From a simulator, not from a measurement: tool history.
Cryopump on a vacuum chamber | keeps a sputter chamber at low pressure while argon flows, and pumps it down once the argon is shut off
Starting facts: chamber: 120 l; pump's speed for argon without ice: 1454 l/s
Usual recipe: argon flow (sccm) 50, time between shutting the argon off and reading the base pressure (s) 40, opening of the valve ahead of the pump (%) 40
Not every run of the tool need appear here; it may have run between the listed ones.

run,hour,argon flow (sccm),time between shutting the argon off and reading the base pressure (s),opening of the valve ahead of the pump (%),pressure while argon flows (Pa),pressure after the wait (uPa)
1,0.0,50,40,40,0.1467,2.01
2,13.2,50,40,40,0.1472,2.01
3,30.0,50,40,40,0.1470,1.94
4,52.5,50,40,40,0.1472,1.94
5,79.0,50,40,40,0.1472,2.03
6,96.2,50,40,41,0.1443,1.98
7,110.4,50,40,41,0.1458,2.05
8,129.9,50,40,41,0.1465,2.06
9,153.1,50,40,41,0.1453,2.10
10,181.0,50,40,40,0.1468,2.03
11,195.4,50,40,40,0.1498,2.03
12,209.6,50,40,40,0.1489,2.11
13,240.0,50,40,40,0.1492,2.14
14,254.3,50,40,40,0.1473,2.15
15,284.6,50,40,40,0.1491,2.09
16,301.9,50,40,40,0.1501,2.20
17,330.8,50,40,40,0.1494,2.09
18,360.0,50,40,40,0.1501,2.23
19,375.2,50,241,19,0.3134,1.17
20,402.8,50,241,19,0.3102,1.17
21,426.7,31,38,25,0.1475,2.29
22,451.4,32,71,25,0.1525,1.76
23,473.5,22,71,54,0.0499,1.72
24,500.5,50,262,40,0.1517,1.22
25,515.8,67,172,19,0.4149,1.31
26,537.1,67,172,19,0.4180,1.40
27,560.1,87,179,17,0.6091,1.36
28,574.7,87,179,17,0.6075,1.36
29,595.5,78,40,52,0.1856,2.36

Run 30, settings as shown, results not yet in. Your forecast:
30,612.0,70,296,21,?,?

{"run 30": {"pressure while argon flows (Pa)": 0.3961, "pressure after the wait (uPa)": 1.31}}
With the hidden condition absent and the run-to-run variation left alone, this run would have shown pressure while argon flows (Pa) 0.3857, pressure after the wait (uPa) 0.38.
